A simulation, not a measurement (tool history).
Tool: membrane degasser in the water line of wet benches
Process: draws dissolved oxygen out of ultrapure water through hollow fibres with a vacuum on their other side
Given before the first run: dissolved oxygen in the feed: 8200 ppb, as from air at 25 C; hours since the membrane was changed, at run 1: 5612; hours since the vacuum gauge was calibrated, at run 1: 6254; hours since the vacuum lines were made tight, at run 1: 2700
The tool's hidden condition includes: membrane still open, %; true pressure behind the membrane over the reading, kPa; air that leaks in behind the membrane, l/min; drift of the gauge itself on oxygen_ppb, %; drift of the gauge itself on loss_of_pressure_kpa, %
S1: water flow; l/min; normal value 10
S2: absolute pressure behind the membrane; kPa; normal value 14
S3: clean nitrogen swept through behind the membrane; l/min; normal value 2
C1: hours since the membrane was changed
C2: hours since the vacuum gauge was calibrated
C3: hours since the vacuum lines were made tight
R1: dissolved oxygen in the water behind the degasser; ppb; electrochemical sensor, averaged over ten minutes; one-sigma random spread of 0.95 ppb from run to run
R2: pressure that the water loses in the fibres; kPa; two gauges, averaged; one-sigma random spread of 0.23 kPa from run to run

run	hour	S1	S2	S3	C1	C2	C3	R1	R2
1	0	10	14	2	5612	6254	2700	131.9	56.88
2	113.3	10	10.4	2	5725	6367	2813	89	56.92
3	263	10	10.4	2	5875	6517	2963	89.6	56.92
4	465.2	10	10.4	2	6077	6719	3165	89.3	56.79
5	587.3	10	14	2	6199	6841	3287	131.7	56.75
6	812.3	10	14	2	6424	7066	3512	131.3	56.49
7	924	13	14	2	6536	7178	3624	169.1	73.19
8	1055.4	13	14	2	6667	7309	3755	171	73.48
# hour 1296.4: vacuum gauge calibrated
9	1296.4	10	24.5	2	6908	0	3996	254.6	56.74
10	1511.2	10	24.5	2	7122	215	4211	254.1	57.1
11	1716.8	10	24.5	2	7328	420	4416	255.2	56.28
12	1844.8	10	14	2	7456	548	4544	132.8	56.48
13	2037.5	10	14	2	7649	741	4737	131.2	56.26
14	2158.4	6	14	2	7770	862	4858	81.4	33.82
15	2336.6	6	14	2	7948	1040	5036	80.1	33.51
16	2495.1	6	14	2	8106	1199	5195	80.9	34.1
17	2728	8	25.7	1.23	8339	1432	5428	343.6	44.7
18	2843.3	8	25.7	1.23	8455	1547	5543	341.9	44.99
19	2957.1	9	26.2	3.04	8568	1661	5657	166.8	50.58
20	3164.1	9	26.2	3.04	8775	1868	5864	167.9	50.32
21	3266	9	26.2	3.04	8877	1970	5966	167.7	50.49
22	3456.5	10	32.5	3.37	9068	2160	6156	213	56.04
23	3560.2	10	14	1.17	9171	2264	6260	215	55.84
24	3674.7	10	24.6	2	9286	2378	6374	258.3	56.16
25	3895.2	10	10	2.57	9507	2599	6595	67.1	56.03
26	4118.8	10	10	2.57	9730	2822	6818	67.9	56.32
27	4294.7	14	25.8	1.76	9906	2998	6994	418.9	78.43
28	4437.7	14	17.5	1.76	10049	3141	7137	271	78.47
29	4620.5	14	17.5	1.76	10232	3324	7320	268.4	78.05
30	4789.4	10	14	1.34	10401	3493	7489	191.2	55.49
31	4949.3	10	21.3	1.37	10561	3653	7649	307.9	55.65

Results for each run, recomputed without the tool's hidden state and with each run's random variation untouched:
run	R2
1	56.85
2	56.91
3	56.94
4	56.85
5	56.83
6	56.61
7	73.38
8	73.69
9	56.95
10	57.35
11	56.57
12	56.79
13	56.61
14	34.05
15	33.76
16	34.36
17	45.08
18	45.39
19	51.05
20	50.83
21	51.01
22	56.65
23	56.47
24	56.82
25	56.73
26	57.06
27	79.51
28	79.59
29	79.22
30	56.36
31	56.55
For R1, the value without the hidden state is never more than 0.2 ppb from the measured value.

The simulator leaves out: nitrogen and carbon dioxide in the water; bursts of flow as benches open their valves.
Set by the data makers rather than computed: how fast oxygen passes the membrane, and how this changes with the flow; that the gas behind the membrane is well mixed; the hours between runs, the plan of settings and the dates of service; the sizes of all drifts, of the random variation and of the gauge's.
